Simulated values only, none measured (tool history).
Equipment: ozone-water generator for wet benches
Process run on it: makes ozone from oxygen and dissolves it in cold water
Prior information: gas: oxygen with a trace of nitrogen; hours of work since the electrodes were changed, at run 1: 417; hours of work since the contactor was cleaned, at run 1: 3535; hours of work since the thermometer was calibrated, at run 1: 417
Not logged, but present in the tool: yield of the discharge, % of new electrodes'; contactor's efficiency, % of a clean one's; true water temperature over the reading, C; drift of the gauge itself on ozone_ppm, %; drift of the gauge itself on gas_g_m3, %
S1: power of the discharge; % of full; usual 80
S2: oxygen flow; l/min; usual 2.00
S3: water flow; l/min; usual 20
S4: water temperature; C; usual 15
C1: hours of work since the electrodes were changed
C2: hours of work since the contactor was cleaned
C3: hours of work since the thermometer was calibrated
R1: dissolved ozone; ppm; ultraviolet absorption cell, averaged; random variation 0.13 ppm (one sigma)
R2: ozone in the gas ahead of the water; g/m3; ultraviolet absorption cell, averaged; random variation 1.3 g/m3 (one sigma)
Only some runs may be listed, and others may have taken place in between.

{"run": 1, "hour": 0.0, "S1": 80, "S2": 2.0, "S3": 20, "S4": 15, "C1": 417, "C2": 3535, "C3": 417, "R1": 12.3, "R2": 229.9}
{"run": 2, "hour": 149.5, "S1": 57, "S2": 2.0, "S3": 20, "S4": 15, "C1": 546, "C2": 3664, "C3": 546, "R1": 9.6, "R2": 180.8}
{"run": 3, "hour": 329.1, "S1": 57, "S2": 2.0, "S3": 20, "S4": 15, "C1": 701, "C2": 3819, "C3": 701, "R1": 9.8, "R2": 181.3}
{"run": 4, "hour": 441.7, "S1": 57, "S2": 2.0, "S3": 20, "S4": 15, "C1": 798, "C2": 3916, "C3": 798, "R1": 9.7, "R2": 178.4}
{"run": 5, "hour": 576.6, "S1": 57, "S2": 2.0, "S3": 20, "S4": 15, "C1": 914, "C2": 4032, "C3": 914, "R1": 9.4, "R2": 178.0}
{"run": 6, "hour": 692.6, "S1": 57, "S2": 2.0, "S3": 20, "S4": 15, "C1": 1014, "C2": 4132, "C3": 1014, "R1": 9.5, "R2": 179.9}
{"run": 7, "hour": 787.8, "S1": 57, "S2": 3.21, "S3": 20, "S4": 15, "C1": 1096, "C2": 4214, "C3": 1096, "R1": 10.4, "R2": 135.6}
{"run": 8, "hour": 962.9, "S1": 80, "S2": 2.0, "S3": 26, "S4": 15, "C1": 1247, "C2": 4365, "C3": 1247, "R1": 8.5, "R2": 223.6}
{"run": 9, "hour": 1099.3, "S1": 80, "S2": 2.0, "S3": 26, "S4": 15, "C1": 1365, "C2": 4483, "C3": 1365, "R1": 8.7, "R2": 221.6}
{"run": 10, "hour": 1259.2, "S1": 80, "S2": 2.0, "S3": 26, "S4": 15, "C1": 1503, "C2": 4621, "C3": 1503, "R1": 8.6, "R2": 220.6}
{"run": 11, "hour": 1347.2, "S1": 44, "S2": 2.0, "S3": 20, "S4": 15, "C1": 1578, "C2": 4697, "C3": 1578, "R1": 8.0, "R2": 149.1}
{"run": 12, "hour": 1535.6, "S1": 80, "S2": 2.83, "S3": 14, "S4": 18, "C1": 1741, "C2": 4859, "C3": 1741, "R1": 17.2, "R2": 180.7}
{"run": 13, "hour": 1681.6, "S1": 80, "S2": 2.83, "S3": 14, "S4": 18, "C1": 1867, "C2": 4985, "C3": 1867, "R1": 17.1, "R2": 180.4}
{"run": 14, "hour": 1849.2, "S1": 97, "S2": 1.08, "S3": 27, "S4": 13, "C1": 2011, "C2": 5130, "C3": 2011, "R1": 7.7, "R2": 350.8}
{"hour": 1858.8, "done": "water thermometer calibrated"}
{"run": 15, "hour": 1938.8, "S1": 53, "S2": 2.63, "S3": 20, "S4": 8, "C1": 2088, "C2": 5206, "C3": 69, "R1": 9.9, "R2": 144.0}
{"run": 16, "hour": 2110.1, "S1": 66, "S2": 2.17, "S3": 26, "S4": 11, "C1": 2236, "C2": 5354, "C3": 217, "R1": 7.4, "R2": 181.2}
{"run": 17, "hour": 2211.1, "S1": 80, "S2": 2.0, "S3": 20, "S4": 12, "C1": 2323, "C2": 5441, "C3": 304, "R1": 11.7, "R2": 216.9}
{"run": 18, "hour": 2319.9, "S1": 80, "S2": 2.0, "S3": 20, "S4": 12, "C1": 2417, "C2": 5535, "C3": 398, "R1": 11.6, "R2": 213.9}
{"run": 19, "hour": 2444.0, "S1": 84, "S2": 2.0, "S3": 14, "S4": 12, "C1": 2524, "C2": 5642, "C3": 505, "R1": 17.9, "R2": 223.4}
{"run": 20, "hour": 2632.7, "S1": 93, "S2": 2.0, "S3": 14, "S4": 9, "C1": 2686, "C2": 5805, "C3": 667, "R1": 19.4, "R2": 237.3}
{"hour": 2728.5, "done": "water thermometer calibrated, once more"}
{"run": 21, "hour": 2759.3, "S1": 80, "S2": 2.68, "S3": 20, "S4": 20, "C1": 2795, "C2": 5913, "C3": 27, "R1": 11.2, "R2": 181.5}
{"run": 22, "hour": 2917.4, "S1": 80, "S2": 2.0, "S3": 21, "S4": 15, "C1": 2931, "C2": 6050, "C3": 163, "R1": 10.5, "R2": 211.2}

Table of differences, measured result less the result of that run with no hidden state. Run-to-run variation is the same in both. Gauge scatter possibly is not:
run=1 R1=-0.4 R2=-2.4
run=2 R1=-0.4 R2=-2.0
run=3 R1=-0.4 R2=-2.6
run=4 R1=-0.5 R2=-3.0
run=5 R1=-0.4 R2=-3.5
run=6 R1=-0.5 R2=-3.9
run=7 R1=-0.6 R2=-3.2
run=8 R1=-0.7 R2=-7.7
run=9 R1=-0.7 R2=-8.5
run=10 R1=-0.7 R2=-9.5
run=11 R1=-0.5 R2=-4.2
run=12 R1=-1.4 R2=-9.1
run=13 R1=-1.5 R2=-9.7
run=14 R1=-0.8 R2=-23.2
run=15 R1=-0.9 R2=-6.5
run=16 R1=-0.8 R2=-10.6
run=17 R1=-1.3 R2=-15.1
run=18 R1=-1.4 R2=-15.5
run=19 R1=-2.1 R2=-17.6
run=20 R1=-2.6 R2=-21.1
run=21 R1=-1.5 R2=-15.5
run=22 R1=-1.5 R2=-19.0

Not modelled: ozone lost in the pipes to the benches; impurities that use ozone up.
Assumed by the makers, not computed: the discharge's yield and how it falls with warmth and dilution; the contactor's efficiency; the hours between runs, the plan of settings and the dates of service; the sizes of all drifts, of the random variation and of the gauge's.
